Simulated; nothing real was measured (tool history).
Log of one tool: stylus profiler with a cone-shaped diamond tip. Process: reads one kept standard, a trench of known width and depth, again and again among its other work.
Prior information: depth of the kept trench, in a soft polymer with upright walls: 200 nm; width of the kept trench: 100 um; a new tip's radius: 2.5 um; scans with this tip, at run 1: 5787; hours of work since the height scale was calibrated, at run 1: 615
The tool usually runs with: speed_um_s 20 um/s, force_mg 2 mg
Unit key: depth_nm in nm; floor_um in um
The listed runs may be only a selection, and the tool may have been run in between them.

| run | hour | speed_um_s | force_mg | scans with this tip | hours of work since the height scale was calibrated | depth_nm | floor_um |
|---|---|---|---|---|---|---|---|
| 1 | 0 | 20 | 2 | 5787 | 615 | 200.91 | 97.32 |
| 2 | 16.8 | 20 | 2 | 5895 | 627 | 201.1 | 97.3 |
| 3 | 31.9 | 20 | 2 | 5991 | 637 | 200.95 | 97.31 |
| 4 | 69.4 | 18 | 2 | 6231 | 662 | 200.98 | 97.27 |
| 5 | 96.2 | 20 | 2 | 6403 | 680 | 200.87 | 97.26 |
| 6 | 128.3 | 20 | 2 | 6609 | 702 | 200.86 | 97.23 |
| 7 | 148.5 | 20 | 2 | 6738 | 716 | 201.02 | 97.2 |
| 8 | 174.7 | 11 | 2 | 6905 | 734 | 200.9 | 97.17 |
| 9 | 195.9 | 11 | 2 | 7041 | 748 | 200.9 | 97.18 |
| 10 | 221.5 | 11 | 2 | 7204 | 766 | 200.79 | 97.17 |
| 11 | 241.1 | 6 | 2 | 7330 | 779 | 200.75 | 97.19 |
| 12 | 256.3 | 6 | 2 | 7428 | 789 | 200.9 | 97.18 |
| 13 | 283.4 | 63 | 2 | 7601 | 808 | 200.85 | 97 |
| 14 | 308.5 | 26 | 2.46 | 7761 | 825 | 201.03 | 97.11 |
| 15 | 327.8 | 26 | 4.75 | 7885 | 838 | 202.04 | 97.12 |
| 16 | 352.3 | 26 | 4.75 | 8042 | 855 | 202.15 | 97.02 |
| 17 | 386.1 | 26 | 4.75 | 8258 | 878 | 202.03 | 97.06 |
| 18 | 417.4 | 26 | 4.75 | 8459 | 899 | 202.13 | 97.05 |
| 19 | 448.5 | 26 | 0.74 | 8658 | 920 | 199.91 | 96.91 |
| 20 | 480.5 | 26 | 0.74 | 8862 | 942 | 199.99 | 96.84 |
| 21 | 501.6 | 26 | 1.12 | 8997 | 956 | 200.12 | 96.94 |
| 22 | 527.4 | 12 | 3.05 | 9162 | 974 | 201.21 | 96.97 |
| 23 | 560.3 | 12 | 3.05 | 9373 | 996 | 201.19 | 96.96 |

Forecast each of these 3 alternatives for the next run:
| A | 583.3 | 11 | 3.05 | 9520 | 1012 | ? | ? |
| B | 583.3 | 7 | 1.68 | 9520 | 1012 | ? | ? |
| C | 583.3 | 9 | 1.46 | 9520 | 1012 | ? | ? |

| run | depth_nm | floor_um |
|---|---|---|
| A | 201.11 | 96.93 |
| B | 200.51 | 96.9 |
| C | 200.24 | 96.91 |
Take away the tool's hidden state, keep each run's random variation, and the runs would have read:
| run | depth_nm | floor_um |
|---|---|---|
| A | 202.11 | 98.03 |
| B | 201.5 | 98 |
| C | 201.23 | 98.01 |
